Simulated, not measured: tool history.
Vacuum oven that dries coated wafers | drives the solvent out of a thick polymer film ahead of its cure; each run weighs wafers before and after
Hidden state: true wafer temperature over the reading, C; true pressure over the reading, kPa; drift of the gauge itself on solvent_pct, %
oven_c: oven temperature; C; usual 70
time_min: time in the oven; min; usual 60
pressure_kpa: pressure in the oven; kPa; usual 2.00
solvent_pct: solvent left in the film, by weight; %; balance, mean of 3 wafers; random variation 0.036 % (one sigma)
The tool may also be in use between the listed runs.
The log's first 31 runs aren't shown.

run   hour  oven_c  time_min  pressure_kpa  hours of work since the thermocouples were calibrated  hours of work since the vacuum gauge was cleaned of residue  solvent_pct
 32  593.8      59        60          1.94                                                    182                                                          460         4.35
 33  607.7      59        60          1.94                                                    189                                                          467         4.40
 34  619.9      59       101          1.58                                                    195                                                          473         2.67
 35  642.7      68        93          5.95                                                    207                                                          485         5.30
 36  655.9      76        52          4.83                                                    213                                                          492         3.26
 37  671.2      65        33          3.55                                                    221                                                          499         5.87
 38  690.4      65        33          3.55                                                    231                                                          509         5.81
 39  703.4      65        45          3.55                                                    238                                                          516         5.00
 40  726.8      66        54          3.55                                                    250                                                          528         4.30

Forecast each of these 3 alternatives for the next run:
  A  750.4      66        79          1.54                                                    262                                                          540            ?
  B  750.4      84       105          7.71                                                    262                                                          540            ?
  C  750.4      60        60          2.00                                                    262                                                          540            ?

run  solvent_pct
  A         1.87
  B         3.48
  C         4.15
Without the tool's hidden state the same runs would have given:
run  solvent_pct
  A         1.86
  B         3.48
  C         4.14
